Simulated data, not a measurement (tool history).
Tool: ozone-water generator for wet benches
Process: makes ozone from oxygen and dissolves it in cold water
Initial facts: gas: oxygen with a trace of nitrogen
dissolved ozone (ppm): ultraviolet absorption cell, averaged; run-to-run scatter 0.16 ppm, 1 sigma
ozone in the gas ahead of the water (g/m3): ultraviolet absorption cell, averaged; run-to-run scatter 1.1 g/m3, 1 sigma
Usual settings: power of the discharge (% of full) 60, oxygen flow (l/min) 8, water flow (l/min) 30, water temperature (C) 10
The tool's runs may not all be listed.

| run | day | power of the discharge (% of full) | oxygen flow (l/min) | water flow (l/min) | water temperature (C) | dissolved ozone (ppm) | ozone in the gas ahead of the water (g/m3) |
|---|---|---|---|---|---|---|---|
| 1 | 0 | 60 | 8 | 30 | 10 | 19.1 | 186 |
| 2 | 2.442 | 60 | 8 | 30 | 10 | 19.2 | 185.8 |
| 3 | 4.25 | 60 | 8 | 30 | 10 | 19 | 186 |
| 4 | 6.317 | 60 | 8 | 30 | 10 | 19 | 184.5 |
| 5 | 9.208 | 60 | 8 | 30 | 10 | 19.2 | 186.3 |
| 6 | 12.4 | 60 | 8 | 30 | 10 | 18.7 | 186.6 |
| 7 | 14.579 | 60 | 4.93 | 30 | 10 | 17 | 228.6 |
| 8 | 17.183 | 60 | 4.93 | 30 | 10 | 16.7 | 225.3 |
| 9 | 19.388 | 60 | 7.01 | 30 | 10 | 18.4 | 196.6 |
| 10 | 21.692 | 60 | 7.01 | 30 | 10 | 18.5 | 196.2 |
| 11 | 25.454 | 60 | 8 | 22 | 10 | 24.3 | 186.1 |
| 12 | 28.071 | 60 | 8 | 30 | 10 | 18.7 | 185 |
| 13 | 29.671 | 60 | 8 | 30 | 10 | 19 | 184.6 |
|  | 29.958 | water thermometer calibrated |
| 14 | 31.517 | 60 | 8 | 19 | 10 | 27.2 | 184.1 |
| 15 | 34.171 | 60 | 8 | 19 | 10 | 27.3 | 182.9 |
| 16 | 35.771 | 60 | 8 | 19 | 10 | 27.2 | 183.5 |
| 17 | 38.633 | 60 | 5.48 | 30 | 10 | 17.2 | 214.6 |
| 18 | 41.612 | 57 | 11.21 | 41 | 7 | 14.8 | 153.5 |
| 19 | 43.646 | 85 | 9.65 | 20 | 10 | 33.1 | 212.7 |
| 20 | 46.183 | 85 | 8 | 30 | 10 | 23.3 | 229.8 |
| 21 | 48.95 | 60 | 8 | 30 | 11 | 18.3 | 183 |
| 22 | 51.829 | 88 | 8 | 30 | 8 | 24.3 | 236.6 |
|  | 52.512 | water thermometer calibrated, once more |
| 23 | 55.175 | 88 | 8 | 30 | 8 | 24.2 | 236.1 |
| 24 | 58.454 | 100 | 4.13 | 30 | 8 | 21.9 | 338.8 |
| 25 | 60.779 | 85 | 7.97 | 48 | 10 | 14.4 | 230.3 |
| 26 | 62.971 | 92 | 4.17 | 47 | 11 | 12.3 | 315.5 |
| 27 | 65.104 | 92 | 7.4 | 47 | 11 | 15.2 | 248.9 |
| 28 | 67.617 | 92 | 7.4 | 47 | 11 | 15.2 | 249.1 |
| 29 | 69.383 | 43 | 4.98 | 18 | 11 | 20.7 | 177 |
| 30 | 72.246 | 43 | 4.98 | 18 | 11 | 20.4 | 176.9 |
| 31 | 74.096 | 49 | 6.75 | 21 | 12 | 20.5 | 168.2 |
| 32 | 76.717 | 86 | 4.47 | 22 | 5 | 28.3 | 293.7 |

Each row is a separate what-if for the run after 32, all from the same tool condition, not one after another. Results?
| A | 80.242 | 86 | 9.69 | 40 | 5 | ? | ? |
| B | 80.242 | 64 | 5.41 | 19 | 5 | ? | ? |
| C | 80.242 | 86 | 4.15 | 25 | 5 | ? | ? |
| D | 80.242 | 86 | 5.79 | 31 | 6 | ? | ? |

| run | dissolved ozone (ppm) | ozone in the gas ahead of the water (g/m3) |
|---|---|---|
| A | 19.4 | 208.9 |
| B | 27.8 | 222.4 |
| C | 24.1 | 303.7 |
| D | 21.3 | 260.2 |
With no hidden state in the tool, these same runs would have given:
| run | dissolved ozone (ppm) | ozone in the gas ahead of the water (g/m3) |
|---|---|---|
| A | 23.3 | 235.5 |
| B | 32.3 | 245.3 |
| C | 28.8 | 342.3 |
| D | 25.5 | 293.3 |
